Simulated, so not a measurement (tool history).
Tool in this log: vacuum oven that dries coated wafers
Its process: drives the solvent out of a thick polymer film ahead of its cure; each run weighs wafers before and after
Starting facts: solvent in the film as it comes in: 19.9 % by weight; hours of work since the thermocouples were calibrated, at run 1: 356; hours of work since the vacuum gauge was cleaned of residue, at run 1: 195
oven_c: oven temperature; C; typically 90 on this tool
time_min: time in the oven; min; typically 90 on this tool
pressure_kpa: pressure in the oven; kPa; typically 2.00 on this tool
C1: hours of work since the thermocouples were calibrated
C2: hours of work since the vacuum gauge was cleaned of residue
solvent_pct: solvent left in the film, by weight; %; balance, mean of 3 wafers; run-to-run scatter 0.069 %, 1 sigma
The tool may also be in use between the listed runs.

run 1 hour=0.0 | oven_c=90 time_min=90 pressure_kpa=2.00 | C1=356 C2=195 | solvent_pct=4.87
run 2 hour=21.7 | oven_c=90 time_min=97 pressure_kpa=2.00 | C1=366 C2=204 | solvent_pct=4.39
run 3 hour=37.3 | oven_c=90 time_min=97 pressure_kpa=2.00 | C1=373 C2=212 | solvent_pct=4.41
run 4 hour=60.2 | oven_c=90 time_min=90 pressure_kpa=2.00 | C1=384 C2=222 | solvent_pct=4.80
run 5 hour=70.4 | oven_c=90 time_min=90 pressure_kpa=2.00 | C1=389 C2=227 | solvent_pct=4.83
run 6 hour=87.2 | oven_c=90 time_min=90 pressure_kpa=2.00 | C1=396 C2=235 | solvent_pct=4.83
run 7 hour=99.0 | oven_c=98 time_min=90 pressure_kpa=2.00 | C1=402 C2=240 | solvent_pct=2.31
run 8 hour=112.6 | oven_c=98 time_min=90 pressure_kpa=2.00 | C1=408 C2=246 | solvent_pct=2.25
run 9 hour=135.9 | oven_c=98 time_min=125 pressure_kpa=2.00 | C1=419 C2=257 | solvent_pct=1.31
run 10 hour=147.7 | oven_c=90 time_min=90 pressure_kpa=1.46 | C1=424 C2=262 | solvent_pct=4.60
run 11 hour=168.2 | oven_c=90 time_min=90 pressure_kpa=1.46 | C1=434 C2=272 | solvent_pct=4.72
run 12 hour=179.8 | oven_c=100 time_min=104 pressure_kpa=2.00 | C1=439 C2=277 | solvent_pct=1.48
run 13 hour=197.8 | oven_c=100 time_min=104 pressure_kpa=2.00 | C1=447 C2=285 | solvent_pct=1.55
run 14 hour=207.7 | oven_c=100 time_min=104 pressure_kpa=2.00 | C1=452 C2=290 | solvent_pct=1.48
run 15 hour=223.3 | oven_c=79 time_min=79 pressure_kpa=1.84 | C1=459 C2=297 | solvent_pct=9.89
run 16 hour=242.2 | oven_c=96 time_min=75 pressure_kpa=6.29 | C1=468 C2=306 | solvent_pct=5.25
run 17 hour=260.7 | oven_c=96 time_min=75 pressure_kpa=6.29 | C1=476 C2=314 | solvent_pct=5.03
run 18 hour=282.5 | oven_c=85 time_min=55 pressure_kpa=3.95 | C1=486 C2=324 | solvent_pct=10.19
run 19 hour=304.9 | oven_c=85 time_min=55 pressure_kpa=3.95 | C1=496 C2=335 | solvent_pct=10.13
run 20 hour=317.3 | oven_c=85 time_min=55 pressure_kpa=3.95 | C1=502 C2=340 | solvent_pct=10.13
run 21 hour=339.5 | oven_c=85 time_min=55 pressure_kpa=3.95 | C1=512 C2=351 | solvent_pct=10.31
run 22 hour=349.9 | oven_c=85 time_min=55 pressure_kpa=3.95 | C1=517 C2=355 | solvent_pct=10.14

Branching from run 22: 4 alternative next runs. What would each branch give?
run A hour=368.0 | oven_c=80 time_min=85 pressure_kpa=6.39 | C1=525 C2=364 | solvent_pct=?
run B hour=368.0 | oven_c=90 time_min=58 pressure_kpa=1.84 | C1=525 C2=364 | solvent_pct=?
run C hour=368.0 | oven_c=90 time_min=90 pressure_kpa=2.43 | C1=525 C2=364 | solvent_pct=?
run D hour=368.0 | oven_c=93 time_min=84 pressure_kpa=1.20 | C1=525 C2=364 | solvent_pct=?

run=A solvent_pct=11.18
run=B solvent_pct=7.36
run=C solvent_pct=5.06
run=D solvent_pct=3.78
Without the tool's hidden state the same runs would have given:
run=A solvent_pct=11.17
run=B solvent_pct=7.35
run=C solvent_pct=5.05
run=D solvent_pct=3.78
